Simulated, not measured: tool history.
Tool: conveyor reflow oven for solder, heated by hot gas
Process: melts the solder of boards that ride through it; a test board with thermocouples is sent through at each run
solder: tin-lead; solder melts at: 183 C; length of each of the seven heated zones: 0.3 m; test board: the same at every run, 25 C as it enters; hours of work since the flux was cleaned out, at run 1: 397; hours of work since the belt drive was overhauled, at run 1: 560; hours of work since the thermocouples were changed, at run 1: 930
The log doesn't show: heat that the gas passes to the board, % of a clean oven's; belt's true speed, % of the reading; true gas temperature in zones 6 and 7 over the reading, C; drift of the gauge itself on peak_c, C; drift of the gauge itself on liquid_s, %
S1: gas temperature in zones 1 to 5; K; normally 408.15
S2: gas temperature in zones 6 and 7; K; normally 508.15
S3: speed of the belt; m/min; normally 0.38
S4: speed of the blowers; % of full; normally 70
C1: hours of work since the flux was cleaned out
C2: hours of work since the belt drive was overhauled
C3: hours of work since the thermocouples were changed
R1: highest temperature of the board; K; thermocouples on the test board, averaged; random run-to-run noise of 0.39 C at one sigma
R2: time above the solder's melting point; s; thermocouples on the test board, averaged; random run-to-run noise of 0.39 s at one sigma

run	hour	S1	S2	S3	S4	C1	C2	C3	R1	R2
1	0	408.15	508.15	0.38	70	397	560	930	488.15	67.9
# hour 26.8: flux residue cleaned out of gas plates and filters
2	67.7	408.15	508.15	0.38	70	17	586	956	491.15	71.6
3	129.5	408.15	508.15	0.38	70	42	611	981	490.85	71.3
4	159.3	408.15	508.15	0.38	70	54	623	993	490.85	71.6
5	191.6	408.15	508.15	0.38	70	67	636	1006	490.85	71.1
6	231.3	408.15	508.15	0.38	70	84	652	1022	490.65	71.4
7	288.6	408.15	508.15	0.38	70	107	676	1046	489.95	70.8
8	324.2	408.15	508.15	0.38	70	121	690	1060	489.95	70.6
9	362	408.15	508.15	0.38	70	137	706	1076	490.55	70.7
# hour 404.2: thermocouples of zones 6 and 7 changed
10	404.2	408.15	508.15	0.38	70	153	722	0	492.65	73.4
11	460.8	408.15	508.15	0.38	70	176	745	23	492.55	72.4
12	502.8	408.15	508.15	0.38	70	194	763	40	491.65	72.4
13	569.3	408.15	508.15	0.38	64	221	790	67	489.35	69.6
14	632.6	408.15	508.15	0.38	64	247	816	93	490.25	69.7
15	697.6	408.15	508.15	0.443	70	273	842	120	485.65	55
16	725.9	408.15	501.15	0.38	70	285	854	131	484.85	64.6
17	779.8	408.15	501.15	0.38	70	307	876	153	483.45	64
18	834.8	408.15	501.15	0.38	70	329	898	176	484.45	63.8
19	872.6	401.15	496.15	0.4	70	345	914	191	475.95	47.9
20	921.3	401.15	496.15	0.4	70	365	933	211	477.05	47.6
21	983.9	414.15	496.15	0.426	70	390	959	237	476.75	49.1
# hour 1024.5: flux residue cleaned out of gas plates and filters
22	1024.5	414.15	519.15	0.424	58	0	974	251	495.85	69.7
23	1055.1	412.15	499.15	0.362	70	13	986	264	486.95	73.5
24	1094.9	412.15	499.15	0.362	70	29	1002	280	486.25	73.6
25	1125.6	412.15	499.15	0.362	70	41	1015	293	486.35	73.2
26	1166	408.15	508.15	0.433	82	58	1031	309	492.75	63.6
27	1203.3	394.15	508.15	0.405	56	73	1047	324	483.05	52.3
28	1237.6	394.15	508.15	0.323	65	87	1061	338	493.95	82.1
29	1286.3	394.15	508.15	0.323	65	107	1080	358	493.85	81.9
30	1337.3	394.15	508.15	0.323	65	128	1101	379	493.25	82.3

Each row is a separate what-if for the run after 30, all from the same tool condition, not one after another. Results?
A	1381.2	408.15	508.15	0.38	75	146	1119	397	?	?
B	1381.2	394.15	508.15	0.458	84	146	1119	397	?	?
C	1381.2	422.15	508.15	0.38	70	146	1119	397	?	?
D	1381.2	408.15	506.15	0.38	70	146	1119	397	?	?
E	1381.2	394.15	508.15	0.342	65	146	1119	397	?	?

run	R1	R2
A	493.25	73.7
B	486.75	50
C	494.35	81.3
D	489.95	70.1
E	491.25	74.3
With the hidden condition removed and each run's random variation left untouched, the same runs would have given:
run	R1	R2
A	495.85	75.2
B	489.95	52.4
C	496.75	82.3
D	492.45	71.8
E	493.75	76.2

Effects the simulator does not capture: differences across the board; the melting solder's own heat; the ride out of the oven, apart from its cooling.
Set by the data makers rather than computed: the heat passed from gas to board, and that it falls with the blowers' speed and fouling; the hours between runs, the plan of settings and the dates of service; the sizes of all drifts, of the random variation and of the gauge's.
